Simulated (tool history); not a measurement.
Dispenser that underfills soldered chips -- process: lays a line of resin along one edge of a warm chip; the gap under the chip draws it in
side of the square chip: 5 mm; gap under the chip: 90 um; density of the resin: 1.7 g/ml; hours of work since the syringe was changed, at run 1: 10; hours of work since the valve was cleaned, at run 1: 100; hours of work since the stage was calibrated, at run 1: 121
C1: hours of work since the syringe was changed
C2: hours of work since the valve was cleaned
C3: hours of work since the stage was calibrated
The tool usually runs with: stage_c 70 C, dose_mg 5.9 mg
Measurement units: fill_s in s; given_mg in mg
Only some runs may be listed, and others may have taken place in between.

run 1 hour=0 | stage_c=70 dose_mg=5.9 | C1=10 C2=100 C3=121 | fill_s=12.1 given_mg=5.53
-- hour=3.1 new syringe of resin
run 2 hour=5.8 | stage_c=70 dose_mg=5.9 | C1=2 C2=103 C3=125 | fill_s=6.3 given_mg=5.46
run 3 hour=8.9 | stage_c=70 dose_mg=7.03 | C1=4 C2=105 C3=127 | fill_s=7.2 given_mg=6.57
-- hour=10.8 dispensing valve cleaned and set on the balance
run 4 hour=15.7 | stage_c=70 dose_mg=7.03 | C1=7 C2=3 C3=131 | fill_s=10.1 given_mg=6.99
run 5 hour=21.2 | stage_c=70 dose_mg=6.34 | C1=11 C2=7 C3=134 | fill_s=13.5 given_mg=6.36
-- hour=22.5 new syringe of resin
run 6 hour=24.8 | stage_c=70 dose_mg=6.39 | C1=1 C2=9 C3=136 | fill_s=6.3 given_mg=6.41
run 7 hour=27.3 | stage_c=70 dose_mg=6.15 | C1=3 C2=10 C3=138 | fill_s=7.1 given_mg=6.07
run 8 hour=30.3 | stage_c=70 dose_mg=6.15 | C1=5 C2=12 C3=140 | fill_s=8.3 given_mg=6.1
run 9 hour=34.7 | stage_c=70 dose_mg=5.9 | C1=8 C2=15 C3=142 | fill_s=10.8 given_mg=5.85
run 10 hour=38.6 | stage_c=63 dose_mg=5.9 | C1=10 C2=17 C3=145 | fill_s=17.7 given_mg=5.87
-- hour=41 new syringe of resin
run 11 hour=42.1 | stage_c=63 dose_mg=5.9 | C1=1 C2=19 C3=147 | fill_s=7.5 given_mg=5.78
run 12 hour=47.5 | stage_c=63 dose_mg=5.9 | C1=4 C2=23 C3=150 | fill_s=10.6 given_mg=5.82
run 13 hour=53.3 | stage_c=63 dose_mg=5.9 | C1=8 C2=27 C3=154 | fill_s=14.4 given_mg=5.83
run 14 hour=56.8 | stage_c=78 dose_mg=7.2 | C1=10 C2=29 C3=156 | fill_s=9.5 given_mg=7.08
-- hour=59.2 new syringe of resin
run 15 hour=62.2 | stage_c=83 dose_mg=7 | C1=2 C2=32 C3=159 | fill_s=3.8 given_mg=6.82
run 16 hour=66.9 | stage_c=83 dose_mg=7 | C1=5 C2=35 C3=162 | fill_s=4.6 given_mg=6.85
run 17 hour=70.6 | stage_c=61 dose_mg=7.03 | C1=7 C2=37 C3=165 | fill_s=14.7 given_mg=6.8
run 18 hour=75.4 | stage_c=61 dose_mg=7.03 | C1=10 C2=40 C3=168 | fill_s=18.8 given_mg=6.81
-- hour=77.5 new syringe of resin
run 19 hour=79.6 | stage_c=61 dose_mg=7.03 | C1=1 C2=43 C3=170 | fill_s=8.9 given_mg=6.87
run 20 hour=82.1 | stage_c=76 dose_mg=6.44 | C1=3 C2=44 C3=172 | fill_s=5.7 given_mg=6.26
run 21 hour=86.4 | stage_c=84 dose_mg=5.74 | C1=6 C2=47 C3=175 | fill_s=4.8 given_mg=5.51
run 22 hour=91.6 | stage_c=84 dose_mg=7.45 | C1=9 C2=50 C3=178 | fill_s=7.4 given_mg=7.22
-- hour=96 new syringe of resin
run 23 hour=96.1 | stage_c=84 dose_mg=7.45 | C1=0 C2=53 C3=181 | fill_s=3.2 given_mg=7.19
run 24 hour=99.3 | stage_c=84 dose_mg=7.45 | C1=2 C2=55 C3=183 | fill_s=3.5 given_mg=7.17

Forecast each of these 3 alternatives for the next run:
run A hour=103.2 | stage_c=55 dose_mg=6.44 | C1=5 C2=58 C3=185 | fill_s=? given_mg=?
run B hour=103.2 | stage_c=59 dose_mg=7.47 | C1=5 C2=58 C3=185 | fill_s=? given_mg=?
run C hour=103.2 | stage_c=81 dose_mg=5.17 | C1=5 C2=58 C3=185 | fill_s=? given_mg=?

run=A fill_s=14.9 given_mg=6.2
run=B fill_s=13.1 given_mg=7.28
run=C fill_s=5 given_mg=4.94
Take away the tool's hidden state, keep each run's random variation, and the runs would have read:
run=A fill_s=9.9 given_mg=6.45
run=B fill_s=8.9 given_mg=7.57
run=C fill_s=3.1 given_mg=5.14
